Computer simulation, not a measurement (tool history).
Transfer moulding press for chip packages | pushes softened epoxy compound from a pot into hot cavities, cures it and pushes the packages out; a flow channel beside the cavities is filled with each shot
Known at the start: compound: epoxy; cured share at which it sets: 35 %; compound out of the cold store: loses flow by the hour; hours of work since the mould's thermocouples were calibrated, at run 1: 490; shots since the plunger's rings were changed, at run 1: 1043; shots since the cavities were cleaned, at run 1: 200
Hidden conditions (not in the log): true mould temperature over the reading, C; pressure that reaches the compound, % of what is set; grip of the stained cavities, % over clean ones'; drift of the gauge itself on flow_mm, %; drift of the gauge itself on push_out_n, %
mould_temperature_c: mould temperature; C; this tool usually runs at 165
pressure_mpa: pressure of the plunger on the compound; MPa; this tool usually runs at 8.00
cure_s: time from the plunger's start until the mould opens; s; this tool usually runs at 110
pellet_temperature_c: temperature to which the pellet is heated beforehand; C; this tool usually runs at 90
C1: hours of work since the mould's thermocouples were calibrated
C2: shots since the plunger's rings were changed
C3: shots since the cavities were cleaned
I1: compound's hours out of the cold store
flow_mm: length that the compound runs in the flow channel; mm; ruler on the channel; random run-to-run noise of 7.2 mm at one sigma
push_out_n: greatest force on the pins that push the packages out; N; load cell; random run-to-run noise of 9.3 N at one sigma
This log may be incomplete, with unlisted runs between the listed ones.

{"run": 1, "hour": 0.0, "mould_temperature_c": 165, "pressure_mpa": 8.0, "cure_s": 110, "pellet_temperature_c": 90, "C1": 490, "C2": 1043, "C3": 200, "I1": 42.2, "flow_mm": 889, "push_out_n": 598}
{"run": 2, "hour": 13.2, "mould_temperature_c": 165, "pressure_mpa": 8.0, "cure_s": 110, "pellet_temperature_c": 90, "C1": 497, "C2": 1167, "C3": 324, "I1": 19.2, "flow_mm": 988, "push_out_n": 669}
{"run": 3, "hour": 28.3, "mould_temperature_c": 165, "pressure_mpa": 8.0, "cure_s": 110, "pellet_temperature_c": 90, "C1": 505, "C2": 1308, "C3": 465, "I1": 43.1, "flow_mm": 884, "push_out_n": 725}
{"run": 4, "hour": 45.5, "mould_temperature_c": 165, "pressure_mpa": 8.0, "cure_s": 110, "pellet_temperature_c": 90, "C1": 514, "C2": 1468, "C3": 625, "I1": 17.5, "flow_mm": 978, "push_out_n": 776}
{"run": 5, "hour": 70.2, "mould_temperature_c": 165, "pressure_mpa": 8.0, "cure_s": 110, "pellet_temperature_c": 90, "C1": 527, "C2": 1700, "C3": 857, "I1": 9.9, "flow_mm": 996, "push_out_n": 820}
{"run": 6, "hour": 97.3, "mould_temperature_c": 165, "pressure_mpa": 8.0, "cure_s": 110, "pellet_temperature_c": 99, "C1": 542, "C2": 1953, "C3": 1110, "I1": 19.5, "flow_mm": 973, "push_out_n": 865}
{"hour": 100.5, "done": "cavities cleaned with cleaning compound and waxed"}
{"run": 7, "hour": 128.1, "mould_temperature_c": 165, "pressure_mpa": 8.0, "cure_s": 110, "pellet_temperature_c": 92, "C1": 557, "C2": 2226, "C3": 257, "I1": 35.9, "flow_mm": 896, "push_out_n": 606}
{"run": 8, "hour": 156.7, "mould_temperature_c": 165, "pressure_mpa": 8.0, "cure_s": 110, "pellet_temperature_c": 92, "C1": 572, "C2": 2493, "C3": 524, "I1": 37.3, "flow_mm": 889, "push_out_n": 707}
{"run": 9, "hour": 171.0, "mould_temperature_c": 165, "pressure_mpa": 8.0, "cure_s": 110, "pellet_temperature_c": 92, "C1": 580, "C2": 2628, "C3": 659, "I1": 10.6, "flow_mm": 998, "push_out_n": 741}
{"hour": 183.8, "done": "mould's thermocouples calibrated"}
{"run": 10, "hour": 191.3, "mould_temperature_c": 165, "pressure_mpa": 8.0, "cure_s": 110, "pellet_temperature_c": 92, "C1": 4, "C2": 2798, "C3": 829, "I1": 21.1, "flow_mm": 939, "push_out_n": 846}
{"run": 11, "hour": 211.9, "mould_temperature_c": 165, "pressure_mpa": 8.0, "cure_s": 110, "pellet_temperature_c": 92, "C1": 15, "C2": 2991, "C3": 1022, "I1": 25.5, "flow_mm": 921, "push_out_n": 834}
{"hour": 224.5, "done": "cavities cleaned with cleaning compound and waxed"}
{"run": 12, "hour": 233.4, "mould_temperature_c": 164, "pressure_mpa": 8.0, "cure_s": 100, "pellet_temperature_c": 95, "C1": 25, "C2": 3177, "C3": 82, "I1": 15.4, "flow_mm": 961, "push_out_n": 598}
{"run": 13, "hour": 246.4, "mould_temperature_c": 165, "pressure_mpa": 8.0, "cure_s": 92, "pellet_temperature_c": 90, "C1": 32, "C2": 3299, "C3": 204, "I1": 22.2, "flow_mm": 924, "push_out_n": 753}

Here are 5 independent what-if runs from the current tool condition. What would each one return?
{"run": "A", "hour": 263.0, "mould_temperature_c": 165, "pressure_mpa": 6.08, "cure_s": 110, "pellet_temperature_c": 90, "C1": 41, "C2": 3454, "C3": 359, "I1": 8.2, "flow_mm": "?", "push_out_n": "?"}
{"run": "B", "hour": 263.0, "mould_temperature_c": 160, "pressure_mpa": 9.74, "cure_s": 110, "pellet_temperature_c": 90, "C1": 41, "C2": 3454, "C3": 359, "I1": 10.5, "flow_mm": "?", "push_out_n": "?"}
{"run": "C", "hour": 263.0, "mould_temperature_c": 165, "pressure_mpa": 9.82, "cure_s": 110, "pellet_temperature_c": 90, "C1": 41, "C2": 3454, "C3": 359, "I1": 10.3, "flow_mm": "?", "push_out_n": "?"}
{"run": "D", "hour": 263.0, "mould_temperature_c": 165, "pressure_mpa": 8.0, "cure_s": 92, "pellet_temperature_c": 88, "C1": 41, "C2": 3454, "C3": 359, "I1": 28.6, "flow_mm": "?", "push_out_n": "?"}
{"run": "E", "hour": 263.0, "mould_temperature_c": 163, "pressure_mpa": 8.0, "cure_s": 123, "pellet_temperature_c": 93, "C1": 41, "C2": 3454, "C3": 359, "I1": 43.5, "flow_mm": "?", "push_out_n": "?"}

run=A flow_mm=877 push_out_n=712
run=B flow_mm=1107 push_out_n=916
run=C flow_mm=1078 push_out_n=721
run=D flow_mm=906 push_out_n=852
run=E flow_mm=849 push_out_n=685
With the hidden condition removed and each run's random variation left untouched, the same runs would have given:
run=A flow_mm=940 push_out_n=436
run=B flow_mm=1187 push_out_n=567
run=C flow_mm=1156 push_out_n=440
run=D flow_mm=971 push_out_n=522
run=E flow_mm=910 push_out_n=418

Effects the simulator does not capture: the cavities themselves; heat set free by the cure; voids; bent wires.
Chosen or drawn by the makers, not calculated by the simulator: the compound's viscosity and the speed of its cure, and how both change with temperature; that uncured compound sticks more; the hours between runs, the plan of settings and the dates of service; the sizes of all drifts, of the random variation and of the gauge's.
